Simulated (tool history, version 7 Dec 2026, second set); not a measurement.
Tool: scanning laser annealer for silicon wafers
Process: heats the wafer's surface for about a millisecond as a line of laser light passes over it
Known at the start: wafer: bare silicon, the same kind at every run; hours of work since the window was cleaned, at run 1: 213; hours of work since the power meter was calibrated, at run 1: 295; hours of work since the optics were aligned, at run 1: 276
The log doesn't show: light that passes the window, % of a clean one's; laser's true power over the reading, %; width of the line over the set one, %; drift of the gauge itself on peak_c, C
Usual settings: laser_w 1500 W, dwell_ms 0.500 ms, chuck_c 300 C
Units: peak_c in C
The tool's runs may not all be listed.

| run | hour | laser_w | dwell_ms | chuck_c | hours of work since the window was cleaned | hours of work since the power meter was calibrated | hours of work since the optics were aligned | peak_c |
|---|---|---|---|---|---|---|---|---|
| 1 | 0.0 | 1500 | 0.500 | 300 | 213 | 295 | 276 | 1037 |
| 2 | 10.0 | 1500 | 0.500 | 300 | 219 | 301 | 282 | 1037 |
| 3 | 22.4 | 1500 | 0.500 | 300 | 226 | 308 | 289 | 1034 |
| 4 | 34.4 | 1500 | 0.500 | 300 | 233 | 315 | 296 | 1033 |
| 5 | 50.1 | 1500 | 0.500 | 300 | 242 | 324 | 305 | 1037 |
| 6 | 69.2 | 1441 | 0.500 | 300 | 253 | 335 | 316 | 1001 |
| 7 | 88.6 | 1500 | 0.392 | 300 | 264 | 346 | 327 | 940 |
| 8 | 101.4 | 1500 | 0.500 | 269 | 272 | 354 | 335 | 1002 |
| 9 | 117.0 | 1500 | 0.500 | 269 | 281 | 363 | 344 | 997 |
| 10 | 130.1 | 1500 | 0.500 | 269 | 288 | 370 | 351 | 999 |
| 11 | 142.3 | 1500 | 0.500 | 269 | 295 | 377 | 358 | 999 |
| 12 | 151.1 | 1500 | 0.549 | 269 | 300 | 383 | 363 | 1038 |
| 13 | 168.0 | 1500 | 0.500 | 277 | 310 | 392 | 373 | 1004 |
| 14 | 182.5 | 1408 | 0.500 | 273 | 318 | 401 | 381 | 952 |
| 15 | 195.5 | 1500 | 0.518 | 300 | 326 | 408 | 389 | 1041 |
| 16 | 209.0 | 1500 | 0.518 | 300 | 334 | 416 | 397 | 1040 |
| 17 | 223.1 | 1500 | 0.518 | 300 | 342 | 424 | 405 | 1042 |
| 18 | 234.2 | 1500 | 0.518 | 300 | 348 | 430 | 411 | 1042 |
| 19 | 248.4 | 1467 | 0.472 | 300 | 356 | 439 | 419 | 982 |
| 20 | 265.6 | 1513 | 0.404 | 300 | 366 | 449 | 429 | 954 |
| 21 | 281.3 | 1500 | 0.371 | 277 | 375 | 458 | 439 | 891 |

Forecast each of these 5 alternatives for the next run:
| A | 298.8 | 1333 | 0.600 | 277 | 386 | 468 | 449 | ? |
| B | 298.8 | 1318 | 0.611 | 283 | 386 | 468 | 449 | ? |
| C | 298.8 | 1500 | 0.371 | 284 | 386 | 468 | 449 | ? |
| D | 298.8 | 1488 | 0.540 | 277 | 386 | 468 | 449 | ? |
| E | 298.8 | 1621 | 0.371 | 277 | 386 | 468 | 449 | ? |

| run | peak_c |
|---|---|
| A | 976 |
| B | 978 |
| C | 897 |
| D | 1022 |
| E | 946 |
Without the tool's hidden state the same runs would have given:
| run | peak_c |
|---|---|
| A | 1014 |
| B | 1016 |
| C | 931 |
| D | 1062 |
| E | 983 |
